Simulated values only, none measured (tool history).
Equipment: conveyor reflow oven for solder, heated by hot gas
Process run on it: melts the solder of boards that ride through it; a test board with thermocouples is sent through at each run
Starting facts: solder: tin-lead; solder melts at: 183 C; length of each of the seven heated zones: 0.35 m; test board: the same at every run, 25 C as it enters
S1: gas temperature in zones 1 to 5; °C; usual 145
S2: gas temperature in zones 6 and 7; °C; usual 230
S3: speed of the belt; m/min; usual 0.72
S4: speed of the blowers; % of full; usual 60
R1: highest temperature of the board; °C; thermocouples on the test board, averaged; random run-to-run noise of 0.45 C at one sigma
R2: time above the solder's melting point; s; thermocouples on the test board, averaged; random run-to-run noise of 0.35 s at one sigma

{"run": 1, "hour": 0.0, "S1": 145, "S2": 230, "S3": 0.72, "S4": 60, "R1": 210.9, "R2": 41.2}
{"run": 2, "hour": 61.9, "S1": 145, "S2": 230, "S3": 0.633, "S4": 60, "R1": 214, "R2": 49.8}
{"run": 3, "hour": 107.0, "S1": 145, "S2": 230, "S3": 0.633, "S4": 60, "R1": 214.6, "R2": 50.1}
{"run": 4, "hour": 190.4, "S1": 145, "S2": 230, "S3": 0.72, "S4": 60, "R1": 212.6, "R2": 43.4}
{"run": 5, "hour": 255.2, "S1": 145, "S2": 230, "S3": 0.72, "S4": 60, "R1": 213.2, "R2": 42.7}
{"run": 6, "hour": 323.6, "S1": 145, "S2": 230, "S3": 0.72, "S4": 60, "R1": 212.1, "R2": 42.5}
{"run": 7, "hour": 380.2, "S1": 145, "S2": 230, "S3": 0.72, "S4": 60, "R1": 212.1, "R2": 42.5}
{"run": 8, "hour": 419.1, "S1": 145, "S2": 230, "S3": 0.801, "S4": 60, "R1": 208.6, "R2": 35.5}
{"run": 9, "hour": 490.5, "S1": 143, "S2": 230, "S3": 0.72, "S4": 60, "R1": 211.3, "R2": 40.4}
{"run": 10, "hour": 539.2, "S1": 143, "S2": 230, "S3": 0.72, "S4": 60, "R1": 211.4, "R2": 41.4}
{"run": 11, "hour": 611.0, "S1": 143, "S2": 230, "S3": 0.72, "S4": 60, "R1": 211.4, "R2": 40.3}
{"run": 12, "hour": 665.4, "S1": 143, "S2": 230, "S3": 0.72, "S4": 60, "R1": 210.5, "R2": 39.6}
{"run": 13, "hour": 709.4, "S1": 134, "S2": 230, "S3": 0.72, "S4": 60, "R1": 208.8, "R2": 35.6}
{"run": 14, "hour": 745.7, "S1": 151, "S2": 230, "S3": 0.654, "S4": 51, "R1": 212.2, "R2": 48.7}
{"run": 15, "hour": 778.7, "S1": 151, "S2": 230, "S3": 0.711, "S4": 51, "R1": 210.3, "R2": 42.4}
{"run": 16, "hour": 838.3, "S1": 151, "S2": 230, "S3": 0.819, "S4": 51, "R1": 204.3, "R2": 31.7}
{"run": 17, "hour": 886.3, "S1": 145, "S2": 230, "S3": 0.72, "S4": 61, "R1": 209.5, "R2": 41}
{"run": 18, "hour": 954.7, "S1": 145, "S2": 230, "S3": 0.72, "S4": 81, "R1": 213.9, "R2": 44}
{"run": 19, "hour": 1030.9, "S1": 145, "S2": 237, "S3": 0.747, "S4": 60, "R1": 217.3, "R2": 44.3}
{"run": 20, "hour": 1099.5, "S1": 145, "S2": 237, "S3": 0.747, "S4": 60, "R1": 216.6, "R2": 43.9}
{"run": 21, "hour": 1148.4, "S1": 154, "S2": 239, "S3": 0.779, "S4": 88, "R1": 225.4, "R2": 48.9}
{"run": 22, "hour": 1190.8, "S1": 154, "S2": 244, "S3": 0.779, "S4": 88, "R1": 228.5, "R2": 51.2}

Taken out of this log: 2 entries between the listed runs. Where each belongs, and how the hidden state differs across it:
Logged between run 3 and run 4: flux residue cleaned out of gas plates and filters (hour 149.7)
  heat that the gas passes to the board, % of a clean oven's: 87.4 -> 98.8; belt's true speed, % of the reading: 99.84 -> 99.77; true gas temperature in zones 6 and 7 over the reading, C: -1.63 -> -1.7
  the result without the hidden state subtracted from the measured one, R1: -3.8 -> -1.6 °C; R2: -2.9 -> -1 s
Logged between run 18 and run 19: flux residue cleaned out of gas plates and filters (hour 997.4)
  heat that the gas passes to the board, % of a clean oven's: 86 -> 98.8; belt's true speed, % of the reading: 99.08 -> 99.01; true gas temperature in zones 6 and 7 over the reading, C: -2.42 -> -2.5
  the result without the hidden state subtracted from the measured one, R1: -5.1 -> -2 °C; R2: -3.1 -> -0.7 s

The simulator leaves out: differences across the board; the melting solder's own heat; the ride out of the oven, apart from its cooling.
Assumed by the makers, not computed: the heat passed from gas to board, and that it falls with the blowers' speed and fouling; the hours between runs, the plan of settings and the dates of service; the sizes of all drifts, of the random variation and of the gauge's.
